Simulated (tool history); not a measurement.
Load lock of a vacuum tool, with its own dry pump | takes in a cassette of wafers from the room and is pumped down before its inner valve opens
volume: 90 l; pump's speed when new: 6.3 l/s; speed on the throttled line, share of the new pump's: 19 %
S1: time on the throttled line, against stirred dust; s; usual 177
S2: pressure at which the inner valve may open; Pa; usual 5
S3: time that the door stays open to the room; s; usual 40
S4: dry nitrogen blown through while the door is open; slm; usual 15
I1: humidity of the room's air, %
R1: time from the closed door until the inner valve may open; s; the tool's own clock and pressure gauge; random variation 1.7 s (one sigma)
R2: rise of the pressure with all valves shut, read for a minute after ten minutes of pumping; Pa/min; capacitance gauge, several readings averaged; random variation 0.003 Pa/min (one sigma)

run	hour	S1	S2	S3	S4	I1	R1	R2
1	0	177	5	40	15	42.9	305.4	0.121
2	196.9	177	5	40	15	50	309.2	0.136
3	435.7	177	5	40	15	42.3	304.7	0.136
4	712.3	136	5	40	15	43.7	272.3	0.154
5	991.7	177	4	40	15	43.5	314.5	0.171
6	1360	177	4	40	15	49.2	311.7	0.205
7	1691.1	177	4	40	15	45.7	313.1	0.212
8	2009	177	4	40	15	45.3	313.9	0.222
9	2453.5	124	5	92	9	45.6	269.3	0.282
# hour 2638.3: door's seal changed, seat wiped
10	2651.8	177	8	217	15	47.5	300	0.063
11	3070.2	96	8	40	26	44.5	238.7	0.03
12	3419.2	96	8	40	26	46.1	239.9	0.035
13	3648.6	96	8	40	26	46.2	241.2	0.045
14	3927.9	96	8	47	6	44.2	242.7	0.058
15	4295.5	96	8	47	6	44.4	242.4	0.072
16	4613.2	119	4	47	6	47.1	276.1	0.079

3 ways to go on from here, each from the tool as it stands after run 16. What would each give?
A	4903	177	5	59	23	41.3	?	?
B	4903	98	4	47	6	43.4	?	?
C	4903	160	6	163	15	44.5	?	?

run	R1	R2
A	318.9	0.078
B	260.5	0.094
C	298.1	0.104
Without the tool's hidden state the same runs would have given:
run	R1	R2
A	290.7	0.027
B	227.7	0.044
C	270.2	0.054
